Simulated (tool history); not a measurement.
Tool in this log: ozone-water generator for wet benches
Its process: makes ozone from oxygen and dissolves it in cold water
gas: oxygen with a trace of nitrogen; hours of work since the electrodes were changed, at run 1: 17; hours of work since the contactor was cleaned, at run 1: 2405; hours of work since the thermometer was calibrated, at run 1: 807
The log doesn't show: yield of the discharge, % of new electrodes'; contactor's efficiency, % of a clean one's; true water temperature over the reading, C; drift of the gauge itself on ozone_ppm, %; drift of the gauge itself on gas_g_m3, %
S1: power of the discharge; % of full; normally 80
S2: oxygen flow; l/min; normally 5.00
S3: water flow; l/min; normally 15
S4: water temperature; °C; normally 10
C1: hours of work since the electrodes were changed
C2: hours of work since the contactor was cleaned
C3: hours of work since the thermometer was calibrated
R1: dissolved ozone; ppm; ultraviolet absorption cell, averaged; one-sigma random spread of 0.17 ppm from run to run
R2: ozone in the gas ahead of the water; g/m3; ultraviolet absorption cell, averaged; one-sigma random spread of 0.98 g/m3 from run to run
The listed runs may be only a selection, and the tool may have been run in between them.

run    hour   S1    S2  S3  S4    C1    C2    C3    R1     R2
  1     0.0   80  5.00  15  10    17  2405   807  23.0  167.8
  2    66.2   80  5.00  15  10    77  2465   867  23.1  168.5
  3   101.5   80  5.00  15  10   109  2497   899  23.0  165.3
  4   172.7   80  5.00  15  10   173  2562   963  22.6  167.3
  5   235.2   80  5.00  15  10   230  2619  1020  22.8  166.0
  6   275.7   42  5.00  15  10   267  2655  1057  15.1  108.2
  7   313.2   42  5.00  15  10   301  2689  1091  14.9  109.6
  8   350.2   42  5.00  15  10   334  2723  1124  15.1  109.7
  9   418.4   80  6.67  15  10   396  2785  1186  23.2  147.3
 10   449.2   80  5.00  15  10   424  2813  1214  22.8  165.0
 11   484.9   80  5.00  14  10   456  2845  1246  23.7  167.4
 12   541.3   80  5.00  14  10   507  2896  1297  23.8  165.5
 13   587.5   80  5.00   9  10   549  2938  1339  33.0  164.5
 14   632.2   80  5.00  15  10   590  2978  1380  22.4  163.6
 15   679.4   80  5.00  15  10   632  3021  1423  22.0  163.9
      687.1  -- contactor cleaned
 16   717.4   80  5.00  15   8   663    27  1453  22.4  162.2
 17   777.7   80  5.00  15  12   718    82  1508  21.2  162.5
 18   814.6   80  3.92  15  13   751   116  1541  20.2  179.9
 19   868.9   80  8.56  15  10   800   165  1591  22.8  129.7
 20   910.9   77  8.99  10   6   839   203  1629  31.8  125.1
      930.4  -- contactor cleaned, once more
 21   962.7   80  5.00  11   8   882    29  1672  30.2  160.6
 22   993.6   45  5.00  10  10   910    57  1700  21.7  111.8
 23  1051.2   45  5.00  10  10   962   109  1752  21.8  112.7
 24  1092.2   45  5.00  10  10   999   147  1789  21.4  110.7
 25  1159.7   45  5.00  10  10  1060   208  1851  21.8  112.2
 26  1194.8   66  5.00  16   6  1092   240  1882  19.9  141.7
 27  1251.5   66  5.00  16  15  1144   291  1934  17.6  143.0
 28  1317.4   92  3.39  10  11  1203   351  1993  31.8  203.4
 29  1381.9   85  7.06  16   8  1262   409  2052  23.6  142.9
 30  1432.4   85  3.49  10   8  1308   455  2098  31.6  190.6
 31  1473.3  100  5.00  15  10  1345   492  2135  25.6  181.7
 32  1525.1  100  5.00  15  10  1392   539  2182  25.5  180.1

What if the next run were any one of these 3? Each begins from the tool's condition after run 32:
  A  1561.5  100  6.20  15  10  1424  572  2215   ?   ?
  B  1561.5  100  6.90  16  11  1424  572  2215   ?   ?
  C  1561.5   80  3.64  15   6  1424  572  2215   ?   ?

run    R1     R2
  A  25.7  163.8
  B  24.9  157.8
  C  22.1  179.1
What these runs would have given with no unlogged condition in the tool:
run    R1     R2
  A  28.0  176.9
  B  27.1  170.3
  C  23.9  191.7
